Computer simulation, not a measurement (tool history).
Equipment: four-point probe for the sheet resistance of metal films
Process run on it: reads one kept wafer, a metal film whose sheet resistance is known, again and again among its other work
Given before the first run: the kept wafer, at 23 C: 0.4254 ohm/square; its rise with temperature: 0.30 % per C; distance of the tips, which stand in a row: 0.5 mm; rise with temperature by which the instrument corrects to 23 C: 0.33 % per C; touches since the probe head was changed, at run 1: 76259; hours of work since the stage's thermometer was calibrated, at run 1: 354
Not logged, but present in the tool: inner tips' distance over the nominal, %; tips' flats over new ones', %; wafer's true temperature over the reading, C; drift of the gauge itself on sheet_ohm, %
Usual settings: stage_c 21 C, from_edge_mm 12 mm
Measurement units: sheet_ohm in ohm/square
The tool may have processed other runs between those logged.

run    hour  stage_c  from_edge_mm  touches since the probe head was changed  hours of work since the stage's thermometer was calibrated  sheet_ohm
  1     0.0       21            12                                     76259                                                         354   0.426280
  2    82.6       21            12                                     79178                                                         396   0.425943
  3   168.6       21            12                                     82217                                                         440   0.425922
  4   241.1       27            12                                     84782                                                         477   0.425491
  5   285.3       27            12                                     86345                                                         499   0.425262
  6   356.5       21            12                                     88862                                                         536   0.426078
  7   405.9       21            12                                     90605                                                         561   0.426006
  8   442.7       25            12                                     91909                                                         579   0.425651
  9   499.7       25            12                                     93923                                                         608   0.425585
 10   545.5       25            12                                     95540                                                         632   0.425522
 11   591.4       19            12                                     97165                                                         655   0.426244
 12   676.9       21            15                                    100187                                                         699   0.425904
 13   713.1       21            15                                    101465                                                         717   0.425940
 14   790.0       21            15                                    104184                                                         756   0.426025
 15   847.8       21            12                                    106227                                                         786   0.425978
 16   885.9       18            12                                    107574                                                         805   0.426482
 17   931.9       18            12                                    109201                                                         829   0.426346
 18  1004.9       27            11                                    111779                                                         866   0.425361
 19  1055.6       32             4                                    113573                                                         892   0.427993
 20  1109.7       22            42                                    115486                                                         919   0.425653
 21  1145.8       23            10                                    116760                                                         938   0.426081
 22  1204.1       23            10                                    118823                                                         967   0.425914
 23  1274.0       35            51                                    121294                                                        1003   0.424097
 24  1310.5       35            51                                    122584                                                        1022   0.424310
 25  1366.3       35            51                                    124554                                                        1050   0.424093
 26  1440.6       35            51                                    127180                                                        1088   0.424284
 27  1490.3       35            51                                    128939                                                        1113   0.423968
 28  1573.3       35            51                                    131872                                                        1155   0.424272
 29  1653.8       23            23                                    134717                                                        1196   0.425399
     1694.1  -- stage's thermometer calibrated
 30  1721.0       23            23                                    137077                                                          14   0.425637
 31  1797.9       18            48                                    139794                                                          53   0.425974
 32  1842.6       18            48                                    141373                                                          76   0.426054

Predict each of these 4 candidate next runs independently; none follows another, all start after run 32:
  A  1919.5       21             4                                    144091                                                         115          ?
  B  1919.5       24            27                                    144091                                                         115          ?
  C  1919.5       32             7                                    144091                                                         115          ?
  D  1919.5       18             3                                    144091                                                         115          ?

run  sheet_ohm
  A   0.429203
  B   0.425412
  C   0.425609
  D   0.432145
Had the tool no hidden state, the same runs would have come out as:
run  sheet_ohm
  A   0.429151
  B   0.425360
  C   0.425558
  D   0.432092
